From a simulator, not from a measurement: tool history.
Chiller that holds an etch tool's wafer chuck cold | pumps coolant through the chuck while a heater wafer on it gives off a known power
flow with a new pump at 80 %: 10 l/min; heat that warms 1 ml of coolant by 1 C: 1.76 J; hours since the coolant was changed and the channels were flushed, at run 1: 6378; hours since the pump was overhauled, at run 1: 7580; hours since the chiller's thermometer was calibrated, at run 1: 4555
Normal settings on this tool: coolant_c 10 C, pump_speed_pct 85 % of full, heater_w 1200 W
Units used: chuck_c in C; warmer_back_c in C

run    hour  coolant_c  pump_speed_pct  heater_w  hours since the coolant was changed and the channels were flushed  hours since the pump was overhauled  hours since the chiller's thermometer was calibrated  chuck_c  warmer_back_c
  1       0         10              85      1200                                                               6378                                 7580                                                  4555     22.4           4.54
  2     224         10              85      1612                                                               6602                                 7804                                                  4779     27.2           6.11
  3   344.4         10              85      1612                                                               6723                                 7924                                                  4899       27           6.09
  4   441.4         10              85      1200                                                               6820                                 8021                                                  4996     22.6           4.55
  5   586.4         10              85      1548                                                               6965                                 8166                                                  5141     26.5            5.9
  6   714.1         10              85      1200                                                               7092                                 8294                                                  5269     22.7           4.64
      810.5  -- chiller's thermometer calibrated
      828.3  -- coolant changed, channels flushed
  7   910.1         10              85      1200                                                                 82                                 8483                                                    94     21.8           4.64
  8  1071.7         10              85      1200                                                                243                                 8644                                                   255     21.8           4.58
  9  1285.5         10              85      1211                                                                457                                 8858                                                   469       22           4.71
 10  1408.8         10              85      1211                                                                580                                 8981                                                   592     21.9           4.73
 11  1619.8         10              85      1200                                                                791                                 9192                                                   803     22.1           4.65
 12  1725.8         10              85      1200                                                                897                                 9298                                                   909       22           4.68
 13  1924.7         10              85      1200                                                               1096                                 9497                                                  1108       22           4.72
 14  2065.3         10              85      1200                                                               1237                                 9638                                                  1249       22           4.76
 15  2219.5          7              85      1200                                                               1391                                 9792                                                  1403       19           4.73
 16    2365          7              85      1200                                                               1537                                 9938                                                  1549     19.1           4.73
 17  2581.2          7              76      1200                                                               1753                                10154                                                  1765     20.4            5.3
 18  2678.2          7              99       876                                                               1850                                10251                                                  1862     14.8           2.97
 19  2853.4         14              81      1200                                                               2025                                10426                                                  2037     26.7           5.03
 20  2993.9         10              69      1200                                                               2166                                10567                                                  2177     24.4           5.93
 21  3115.8         10              69      1200                                                               2287                                10688                                                  2299     24.5           5.89
 22  3237.1         10              84      1200                                                               2409                                10810                                                  2421     22.5           4.94
 23  3442.5          4              92      1187                                                               2614                                11015                                                  2626     15.7           4.39
 24  3641.1         13              78       853                                                               2813                                11214                                                  2825     22.3           3.73
 25  3743.1          1              78       853                                                               2915                                11316                                                  2927     10.3           3.81
 26  3941.1          8              78       718                                                               3113                                11514                                                  3125     15.8           3.18
 27  4033.7          8              78       718                                                               3205                                11606                                                  3217     15.9           3.17
 28  4153.1          5              85      1200                                                               3325                                11726                                                  3337     17.6           4.91
 29  4283.2         10              81      1200                                                               3455                                11856                                                  3467     23.1           5.21
 30  4403.4          1              85      1200                                                               3575                                11976                                                  3587     13.6           4.93
 31  4617.6         10              85      1200                                                               3789                                12190                                                  3801     22.9           4.98
 32  4760.6         10              85      1017                                                               3932                                12333                                                  3944     20.9           4.27
 33    4907         10              85      1017                                                               4079                                12480                                                  4090     20.8           4.25

3 options for the next run, each taken on its own from the tool as it stands now. Forecast them:
  A  5122.8          2              85       938                                                               4294                                12695                                                  4306        ?              ?
  B  5122.8          8              68      1147                                                               4294                                12695                                                  4306        ?              ?
  C  5122.8          8              85      1017                                                               4294                                12695                                                  4306        ?              ?

run  chuck_c  warmer_back_c
  A     12.1           3.98
  B     22.7           5.96
  C     19.1           4.29
With the hidden condition removed and each run's random variation left untouched, the same runs would have given:
run  chuck_c  warmer_back_c
  A     10.2           3.05
  B     19.6           4.56
  C     16.9           3.28

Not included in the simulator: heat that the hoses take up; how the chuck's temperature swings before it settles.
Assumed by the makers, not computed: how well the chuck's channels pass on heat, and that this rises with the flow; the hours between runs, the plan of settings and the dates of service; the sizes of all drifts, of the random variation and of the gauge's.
